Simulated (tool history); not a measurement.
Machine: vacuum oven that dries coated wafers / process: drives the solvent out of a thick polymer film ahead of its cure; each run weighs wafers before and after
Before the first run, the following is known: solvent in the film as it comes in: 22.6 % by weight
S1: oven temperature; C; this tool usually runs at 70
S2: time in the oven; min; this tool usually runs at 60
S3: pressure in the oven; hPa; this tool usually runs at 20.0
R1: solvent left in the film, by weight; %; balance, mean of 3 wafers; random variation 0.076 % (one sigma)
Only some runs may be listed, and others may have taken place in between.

run,hour,S1,S2,S3,R1
1,0.0,70,60,20.0,6.48
2,25.7,70,60,20.0,6.62
3,74.0,70,60,20.0,6.66
4,98.5,70,108,20.0,4.50
5,132.4,70,60,20.0,6.68
6,174.2,70,60,20.0,6.66
# hour 180.9: vacuum gauge cleaned of residue and calibrated
7,212.4,70,60,20.0,6.63
8,248.1,70,60,20.0,6.75
9,288.6,69,94,44.4,9.50
# hour 294.4: vacuum gauge cleaned of residue and calibrated, once more
10,326.0,65,59,32.3,10.66
11,358.7,80,59,40.7,5.33

What if the next run were any one of these 5? Each begins from the tool's condition after run 11:
A,405.5,64,53,20.0,?
B,405.5,73,54,32.1,?
C,405.5,59,67,21.0,?
D,405.5,67,105,76.9,?
E,405.5,70,63,25.5,?

run,R1
A,9.66
B,7.08
C,11.31
D,15.08
E,6.64
With the hidden condition removed and each run's random variation left untouched, the same runs would have given:
run,R1
A,9.01
B,6.51
C,10.61
D,14.21
E,6.07

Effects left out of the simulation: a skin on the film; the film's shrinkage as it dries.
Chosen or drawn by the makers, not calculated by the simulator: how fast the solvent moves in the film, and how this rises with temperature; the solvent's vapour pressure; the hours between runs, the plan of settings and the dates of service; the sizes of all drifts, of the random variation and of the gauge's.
